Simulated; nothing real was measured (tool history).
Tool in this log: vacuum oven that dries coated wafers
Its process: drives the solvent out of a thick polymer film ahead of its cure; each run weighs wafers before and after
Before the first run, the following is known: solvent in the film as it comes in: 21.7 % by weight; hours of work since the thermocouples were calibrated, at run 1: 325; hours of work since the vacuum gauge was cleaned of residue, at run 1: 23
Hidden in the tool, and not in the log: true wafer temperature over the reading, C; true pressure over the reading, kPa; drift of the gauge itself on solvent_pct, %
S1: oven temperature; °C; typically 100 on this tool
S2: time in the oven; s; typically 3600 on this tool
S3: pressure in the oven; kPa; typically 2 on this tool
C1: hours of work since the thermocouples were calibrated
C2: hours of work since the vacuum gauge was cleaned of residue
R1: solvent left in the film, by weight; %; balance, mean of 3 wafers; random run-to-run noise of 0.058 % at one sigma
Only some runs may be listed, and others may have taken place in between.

run,hour,S1,S2,S3,C1,C2,R1
1,0,100,3600,2,325,23,2.98
2,36.3,100,3600,2,348,46,2.9
3,66.7,100,6180,2,367,65,1.94
4,114.4,100,6180,2,397,96,2
5,151.4,100,3600,2,421,119,3.01
6,193.1,100,3600,2,447,146,3.05
7,254.4,100,4920,2,486,185,2.26
8,302.7,100,4920,2.42,517,215,2.69
9,344.7,100,4920,2.42,544,242,2.6
10,376.9,100,4920,2.42,564,262,2.62
11,402.9,100,4920,2.42,581,279,2.54
12,462,100,1920,2,618,316,5.72
13,504.2,100,1920,2,645,343,5.74
# hour 547.8: oven's thermocouples calibrated
14,551.9,100,2220,2,3,372,5.22
15,585.2,100,2220,2,24,393,5.21
16,619.2,100,2220,2,45,415,5.21
17,662.8,100,2220,2,73,443,5.19
18,694.3,100,3600,2,93,463,3.15
19,720.3,100,3600,2,110,479,3.27
20,774.2,100,3600,2,144,513,3.29
21,830.4,100,3600,2,179,549,3.23
22,876.2,100,3600,2,209,578,3.16
23,906.3,100,3600,1.19,228,597,2.55
24,964.1,107,2340,1.2,264,634,2.14
25,1024,104,5580,1.56,302,672,1.53
26,1059,104,5580,1.56,325,694,1.53
27,1088.7,105,4440,1.13,344,713,1.24
28,1139.8,110,4140,3.69,376,746,2.49
29,1192,110,4140,3.69,409,779,2.55
30,1244.9,111,3600,2,443,812,1.55
31,1305.7,87,3600,2,481,851,8.45
32,1365.8,100,3540,1.18,520,889,2.52
33,1408.1,100,3540,1.18,546,916,2.47
34,1466,100,3660,5.99,583,953,6.71
35,1505.1,100,3660,5.99,608,978,6.48
36,1538.7,114,3660,5.99,629,999,3.51
37,1563.7,112,3600,6.55,645,1015,4.03
38,1601.2,103,3060,2.94,669,1039,3.65
# hour 1608.6: oven's thermocouples calibrated
39,1634.6,100,4320,2,16,1059,2.95
40,1678.6,100,4320,2,44,1087,3.07
41,1733.6,93,3060,2,79,1122,6.75
42,1775.1,89,3600,6.93,106,1148,12.7
43,1828,89,3600,3.15,139,1182,9.01
44,1858.3,110,4560,4.9,159,1201,3.44
45,1898.6,102,6360,2,184,1226,2.18

A few steps of R1 between consecutive runs. Split each: what settings, incoming material and random variation would produce without the hidden state, and what is left over for the hidden state, along with gauge scatter present in only one of the two compared results (measured, and without hidden state):
Run 13 -> 14: S2 1920 -> 2220, oven's thermocouples calibrated. R1 -0.52 %: hidden state +0.3, all else -0.82.
Run 30 -> 31: S1 111 -> 87. R1 +6.9 %: hidden state +0.01, all else +6.89.
Run 31 -> 32: S1 87 -> 100, S2 3600 -> 3540, S3 2 -> 1.18. R1 -5.93 %: hidden state +0.01, all else -5.94.
Run 38 -> 39: S1 103 -> 100, S2 3060 -> 4320, S3 2.94 -> 2, oven's thermocouples calibrated. R1 -0.7 %: hidden state +0.26, all else -0.96.
Run 41 -> 42: S1 93 -> 89, S2 3060 -> 3600, S3 2 -> 6.93. R1 +5.95 %: hidden state +0.06, all else +5.89.
Run 43 -> 44: S1 89 -> 110, S2 3600 -> 4560, S3 3.15 -> 4.9. R1 -5.57 %: hidden state -0.21, all else -5.36.
